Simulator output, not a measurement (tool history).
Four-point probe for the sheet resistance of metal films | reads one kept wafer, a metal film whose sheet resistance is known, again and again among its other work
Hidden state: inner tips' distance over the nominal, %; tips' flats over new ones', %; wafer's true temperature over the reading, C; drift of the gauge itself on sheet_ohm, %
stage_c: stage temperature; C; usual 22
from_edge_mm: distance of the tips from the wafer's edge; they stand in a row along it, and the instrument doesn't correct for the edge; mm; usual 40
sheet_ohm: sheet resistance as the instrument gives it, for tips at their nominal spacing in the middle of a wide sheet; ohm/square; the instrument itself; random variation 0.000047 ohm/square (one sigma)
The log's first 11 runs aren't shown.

run	hour	stage_c	from_edge_mm	touches since the probe head was changed	hours of work since the stage's thermometer was calibrated	sheet_ohm
12	657.3	22	60	20611	1236	0.233996
13	720.2	22	60	22731	1262	0.233927
14	800.9	22	60	25450	1295	0.233783
15	846.8	22	60	26997	1314	0.233758
16	937.9	22	60	30065	1352	0.233617
17	981.6	22	60	31536	1370	0.233605
18	1038.9	26	39	33469	1393	0.232485
19	1119.7	33	7	36192	1427	0.231437
20	1159.1	30	68	37519	1443	0.231271
21	1225.4	29	24	39753	1471	0.231551
22	1297.2	27	5	42172	1500	0.233961
23	1340.9	27	5	43644	1518	0.233806
24	1408.2	34	5	45912	1546	0.231847
25	1499.5	34	5	48990	1584	0.231834
26	1569.7	34	55	51354	1613	0.229763
27	1634.5	22	6	53539	1640	0.234459
28	1706.4	22	6	55961	1670	0.234431
29	1767	22	6	58004	1695	0.234256
30	1836	22	6	60329	1723	0.234338
31	1923.5	19	4	63275	1759	0.236874
32	1990.5	19	4	65533	1787	0.236819
33	2051.3	20	38	67582	1812	0.23331

5 ways to go on from here, each from the tool as it stands after run 33. What would each give?
A	2131.2	28	62	70275	1845	?
B	2131.2	23	54	70275	1845	?
C	2131.2	28	15	70275	1845	?
D	2131.2	22	7	70275	1845	?
E	2131.2	21	68	70275	1845	?

run	sheet_ohm
A	0.230913
B	0.232416
C	0.2311
D	0.233644
E	0.232927
Without the tool's hidden state the same runs would have given:
run	sheet_ohm
A	0.2327
B	0.234208
C	0.232888
D	0.235443
E	0.234721
